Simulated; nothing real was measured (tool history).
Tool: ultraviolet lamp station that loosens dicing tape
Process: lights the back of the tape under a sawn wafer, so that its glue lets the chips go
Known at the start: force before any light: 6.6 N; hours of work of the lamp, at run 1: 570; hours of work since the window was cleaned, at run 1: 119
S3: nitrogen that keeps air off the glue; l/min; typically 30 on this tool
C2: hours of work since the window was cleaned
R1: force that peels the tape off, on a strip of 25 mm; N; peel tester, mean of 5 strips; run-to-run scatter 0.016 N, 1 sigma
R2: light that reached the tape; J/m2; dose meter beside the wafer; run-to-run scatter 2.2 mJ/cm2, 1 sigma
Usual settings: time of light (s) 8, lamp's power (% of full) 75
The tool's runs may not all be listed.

run 1 hour=0 | time_of_light_(s)=8 lamp's_power_(%_of_full)=75 S3=30 | hours_of_work_of_the_lamp=570 C2=119 | R1=0.787 R2=2050
run 2 hour=43.4 | time_of_light_(s)=8 lamp's_power_(%_of_full)=97 S3=30 | hours_of_work_of_the_lamp=601 C2=150 | R1=0.468 R2=2630
run 3 hour=99.9 | time_of_light_(s)=8 lamp's_power_(%_of_full)=75 S3=30 | hours_of_work_of_the_lamp=643 C2=192 | R1=0.786 R2=2020
run 4 hour=144.9 | time_of_light_(s)=8 lamp's_power_(%_of_full)=75 S3=30 | hours_of_work_of_the_lamp=676 C2=225 | R1=0.766 R2=2060
run 5 hour=169.3 | time_of_light_(s)=8 lamp's_power_(%_of_full)=75 S3=30 | hours_of_work_of_the_lamp=694 C2=243 | R1=0.778 R2=1990
run 6 hour=210.6 | time_of_light_(s)=8 lamp's_power_(%_of_full)=75 S3=51 | hours_of_work_of_the_lamp=724 C2=273 | R1=0.547 R2=2050
-- hour=224.4 window cleaned of glue's vapour
run 7 hour=264.9 | time_of_light_(s)=8 lamp's_power_(%_of_full)=75 S3=18 | hours_of_work_of_the_lamp=763 C2=30 | R1=1.11 R2=2050
run 8 hour=296.5 | time_of_light_(s)=8 lamp's_power_(%_of_full)=75 S3=30 | hours_of_work_of_the_lamp=787 C2=53 | R1=0.777 R2=2040
run 9 hour=355.6 | time_of_light_(s)=10 lamp's_power_(%_of_full)=75 S3=30 | hours_of_work_of_the_lamp=830 C2=96 | R1=0.506 R2=2530
run 10 hour=379.6 | time_of_light_(s)=10 lamp's_power_(%_of_full)=75 S3=30 | hours_of_work_of_the_lamp=847 C2=114 | R1=0.514 R2=2550
run 11 hour=421.5 | time_of_light_(s)=10 lamp's_power_(%_of_full)=75 S3=30 | hours_of_work_of_the_lamp=878 C2=144 | R1=0.517 R2=2480
run 12 hour=454.8 | time_of_light_(s)=14 lamp's_power_(%_of_full)=75 S3=30 | hours_of_work_of_the_lamp=902 C2=169 | R1=0.266 R2=3540
run 13 hour=490.8 | time_of_light_(s)=14 lamp's_power_(%_of_full)=75 S3=30 | hours_of_work_of_the_lamp=929 C2=195 | R1=0.263 R2=3550
run 14 hour=516.2 | time_of_light_(s)=14 lamp's_power_(%_of_full)=75 S3=30 | hours_of_work_of_the_lamp=947 C2=214 | R1=0.272 R2=3550
run 15 hour=546.6 | time_of_light_(s)=14 lamp's_power_(%_of_full)=75 S3=30 | hours_of_work_of_the_lamp=970 C2=236 | R1=0.269 R2=3520
run 16 hour=576.7 | time_of_light_(s)=8 lamp's_power_(%_of_full)=75 S3=21 | hours_of_work_of_the_lamp=992 C2=258 | R1=0.991 R2=2000
-- hour=611.7 window cleaned of glue's vapour
run 17 hour=613.7 | time_of_light_(s)=8 lamp's_power_(%_of_full)=75 S3=16 | hours_of_work_of_the_lamp=1019 C2=1 | R1=1.21 R2=1980
run 18 hour=657.8 | time_of_light_(s)=8 lamp's_power_(%_of_full)=75 S3=16 | hours_of_work_of_the_lamp=1051 C2=34 | R1=1.22 R2=2020
run 19 hour=694 | time_of_light_(s)=8 lamp's_power_(%_of_full)=75 S3=16 | hours_of_work_of_the_lamp=1077 C2=60 | R1=1.208 R2=2020
run 20 hour=719.6 | time_of_light_(s)=4 lamp's_power_(%_of_full)=75 S3=30 | hours_of_work_of_the_lamp=1096 C2=79 | R1=2.194 R2=1010
run 21 hour=774.3 | time_of_light_(s)=8 lamp's_power_(%_of_full)=98 S3=30 | hours_of_work_of_the_lamp=1136 C2=119 | R1=0.46 R2=2600
run 22 hour=829.4 | time_of_light_(s)=8 lamp's_power_(%_of_full)=75 S3=30 | hours_of_work_of_the_lamp=1177 C2=159 | R1=0.774 R2=1990
run 23 hour=872 | time_of_light_(s)=4 lamp's_power_(%_of_full)=97 S3=32 | hours_of_work_of_the_lamp=1208 C2=191 | R1=1.526 R2=1270
run 24 hour=908.1 | time_of_light_(s)=4 lamp's_power_(%_of_full)=97 S3=32 | hours_of_work_of_the_lamp=1234 C2=217 | R1=1.512 R2=1330
run 25 hour=935.1 | time_of_light_(s)=4 lamp's_power_(%_of_full)=95 S3=50 | hours_of_work_of_the_lamp=1254 C2=237 | R1=1.274 R2=1250
-- hour=959.9 lamp changed
run 26 hour=961.3 | time_of_light_(s)=4 lamp's_power_(%_of_full)=72 S3=11 | hours_of_work_of_the_lamp=1 C2=255 | R1=3.252 R2=960
run 27 hour=989.7 | time_of_light_(s)=4 lamp's_power_(%_of_full)=88 S3=18 | hours_of_work_of_the_lamp=22 C2=276 | R1=2.34 R2=1180
-- hour=1000.4 window cleaned of glue's vapour
run 28 hour=1045.9 | time_of_light_(s)=4 lamp's_power_(%_of_full)=88 S3=18 | hours_of_work_of_the_lamp=63 C2=33 | R1=2.323 R2=1180
run 29 hour=1090.6 | time_of_light_(s)=8 lamp's_power_(%_of_full)=92 S3=17 | hours_of_work_of_the_lamp=95 C2=66 | R1=0.797 R2=2470
run 30 hour=1134.7 | time_of_light_(s)=4 lamp's_power_(%_of_full)=75 S3=54 | hours_of_work_of_the_lamp=128 C2=98 | R1=1.644 R2=1080
run 31 hour=1190.1 | time_of_light_(s)=4 lamp's_power_(%_of_full)=75 S3=14 | hours_of_work_of_the_lamp=168 C2=139 | R1=2.842 R2=970
run 32 hour=1226.5 | time_of_light_(s)=4 lamp's_power_(%_of_full)=75 S3=14 | hours_of_work_of_the_lamp=195 C2=166 | R1=2.927 R2=1010
run 33 hour=1278.7 | time_of_light_(s)=4 lamp's_power_(%_of_full)=75 S3=14 | hours_of_work_of_the_lamp=233 C2=204 | R1=3.008 R2=1010
run 34 hour=1318.8 | time_of_light_(s)=10 lamp's_power_(%_of_full)=75 S3=30 | hours_of_work_of_the_lamp=263 C2=233 | R1=0.493 R2=2550
run 35 hour=1355.1 | time_of_light_(s)=7 lamp's_power_(%_of_full)=70 S3=35 | hours_of_work_of_the_lamp=289 C2=260 | R1=0.991 R2=1630
run 36 hour=1382.7 | time_of_light_(s)=13 lamp's_power_(%_of_full)=71 S3=25 | hours_of_work_of_the_lamp=309 C2=280 | R1=0.374 R2=3110
-- hour=1387.6 window cleaned of glue's vapour
run 37 hour=1414.9 | time_of_light_(s)=13 lamp's_power_(%_of_full)=71 S3=25 | hours_of_work_of_the_lamp=333 C2=20 | R1=0.392 R2=3100
run 38 hour=1449 | time_of_light_(s)=9 lamp's_power_(%_of_full)=75 S3=40 | hours_of_work_of_the_lamp=358 C2=45 | R1=0.517 R2=2220
run 39 hour=1498 | time_of_light_(s)=9 lamp's_power_(%_of_full)=75 S3=40 | hours_of_work_of_the_lamp=393 C2=81 | R1=0.495 R2=2260
run 40 hour=1547 | time_of_light_(s)=7 lamp's_power_(%_of_full)=75 S3=40 | hours_of_work_of_the_lamp=429 C2=117 | R1=0.81 R2=1770
run 41 hour=1571.1 | time_of_light_(s)=8 lamp's_power_(%_of_full)=73 S3=30 | hours_of_work_of_the_lamp=447 C2=134 | R1=0.828 R2=1960
run 42 hour=1603 | time_of_light_(s)=8 lamp's_power_(%_of_full)=73 S3=30 | hours_of_work_of_the_lamp=470 C2=158 | R1=0.83 R2=1970
run 43 hour=1662 | time_of_light_(s)=9 lamp's_power_(%_of_full)=75 S3=30 | hours_of_work_of_the_lamp=514 C2=201 | R1=0.621 R2=2300

Here are 3 independent what-if runs from the current tool condition. What would each one return?
run A hour=1687.2 | time_of_light_(s)=7 lamp's_power_(%_of_full)=61 S3=21 | hours_of_work_of_the_lamp=532 C2=220 | R1=? R2=?
run B hour=1687.2 | time_of_light_(s)=13 lamp's_power_(%_of_full)=75 S3=30 | hours_of_work_of_the_lamp=532 C2=220 | R1=? R2=?
run C hour=1687.2 | time_of_light_(s)=12 lamp's_power_(%_of_full)=89 S3=20 | hours_of_work_of_the_lamp=532 C2=220 | R1=? R2=?

run=A R1=1.623 R2=1420
run=B R1=0.293 R2=3280
run=C R1=0.339 R2=3610
Had the tool no hidden state, the same runs would have come out as:
run=A R1=1.613 R2=1430
run=B R1=0.29 R2=3290
run=C R1=0.336 R2=3630
